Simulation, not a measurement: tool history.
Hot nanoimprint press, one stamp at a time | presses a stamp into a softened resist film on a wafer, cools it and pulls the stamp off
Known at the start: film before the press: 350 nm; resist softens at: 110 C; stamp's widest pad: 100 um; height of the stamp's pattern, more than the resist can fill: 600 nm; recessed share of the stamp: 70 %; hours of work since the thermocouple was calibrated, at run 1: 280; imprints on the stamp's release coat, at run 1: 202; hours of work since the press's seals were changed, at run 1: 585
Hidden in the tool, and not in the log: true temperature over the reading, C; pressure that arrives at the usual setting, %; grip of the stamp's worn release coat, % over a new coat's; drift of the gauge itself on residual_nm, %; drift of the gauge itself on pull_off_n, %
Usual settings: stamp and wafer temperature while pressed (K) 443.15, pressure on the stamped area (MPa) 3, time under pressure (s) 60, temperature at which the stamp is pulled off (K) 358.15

run,hour,stamp and wafer temperature while pressed (K),pressure on the stamped area (MPa),time under pressure (s),temperature at which the stamp is pulled off (K),hours of work since the thermocouple was calibrated,imprints on the stamp's release coat,hours of work since the press's seals were changed,resist left under the stamp's widest pad (nm),greatest force while the stamp is pulled off (N)
1,0,443.15,3,60,358.15,280,202,585,196.2,98
2,60.8,443.15,3,60,358.15,320,479,625,195.2,111
3,116.6,443.15,3,60,358.15,356,734,661,194.5,121
# hour 135.4: stamp cleaned and given a new release coat
# hour 179.5: plate thermocouple calibrated
4,179.5,443.15,3,60,346.15,0,187,696,193.6,126
5,239.5,443.15,3,60,358.15,39,461,735,192.5,116
6,286.1,443.15,3,60,358.15,69,673,766,192.2,120
# hour 321.8: stamp cleaned and given a new release coat
7,335.6,443.15,3,60,351.15,98,63,794,191.6,108
8,372.8,443.15,3,60,347.15,122,232,818,191,120
# hour 425.9: press's hydraulic seals changed and the load cell set to zero
9,425.9,443.15,3,60,347.15,151,438,0,188.3,133
10,468.2,443.15,3,60,347.15,179,631,28,187.3,147
# hour 509.3: stamp cleaned and given a new release coat
# hour 529.6: plate thermocouple calibrated, once more
11,529.6,443.15,3,60,347.15,0,79,62,199.1,114
12,587,443.15,3,60,347.15,37,341,99,200,131
13,624.7,443.15,3,36,347.15,62,513,123,231.1,143
14,671.3,443.15,3,36,347.15,92,725,154,231.1,147
# hour 692.1: stamp cleaned and given a new release coat
15,734.1,443.15,3,36,347.15,129,192,191,229.8,124
16,791.8,455.15,3,36,345.15,167,455,228,122.7,138
17,835.4,443.15,3,47,356.15,195,654,257,212.3,123
# hour 871.7: stamp cleaned and given a new release coat
18,880.4,443.15,3,47,356.15,220,39,282,211.6,99
19,940.3,443.15,3,46,351.15,259,312,321,212.3,117
20,986,443.15,3.32,46,364.15,289,521,351,205.1,103
# hour 1054.3: stamp cleaned and given a new release coat
21,1056.7,443.15,4.11,46,364.15,331,11,393,187,79
22,1112.7,444.15,3,60,350.15,367,266,429,183.6,115
# hour 1151.5: plate thermocouple calibrated
23,1158.2,453.15,3,60,345.15,4,460,457,113.3,139
24,1208.4,453.15,3,60,345.15,37,689,489,113.3,155
# hour 1235.7: stamp cleaned and given a new release coat
25,1245.6,453.15,3.48,45,358.15,57,45,510,118.4,95
26,1293.2,443.15,4.14,30,344.15,88,261,541,219.6,129
27,1343,443.15,3.51,101,364.15,121,489,573,155.4,101
# hour 1413.9: stamp cleaned and given a new release coat
28,1413.9,445.15,2.12,34,365.15,163,0,615,239.9,84
29,1445.9,445.15,3.82,72,365.15,184,146,636,150.4,82

Forecast each of these 3 alternatives for the next run:
A,1477.5,434.15,3.82,72,365.15,204,290,657,?,?
B,1477.5,445.15,3.82,32,345.15,204,290,657,?,?
C,1477.5,443.15,4.31,101,343.15,204,290,657,?,?

run,resist left under the stamp's widest pad (nm),greatest force while the stamp is pulled off (N)
A,264.8,91
B,198.7,131
C,140.8,134
Without the tool's hidden state the same runs would have given:
run,resist left under the stamp's widest pad (nm),greatest force while the stamp is pulled off (N)
A,268.7,82
B,202.1,118
C,143.5,120

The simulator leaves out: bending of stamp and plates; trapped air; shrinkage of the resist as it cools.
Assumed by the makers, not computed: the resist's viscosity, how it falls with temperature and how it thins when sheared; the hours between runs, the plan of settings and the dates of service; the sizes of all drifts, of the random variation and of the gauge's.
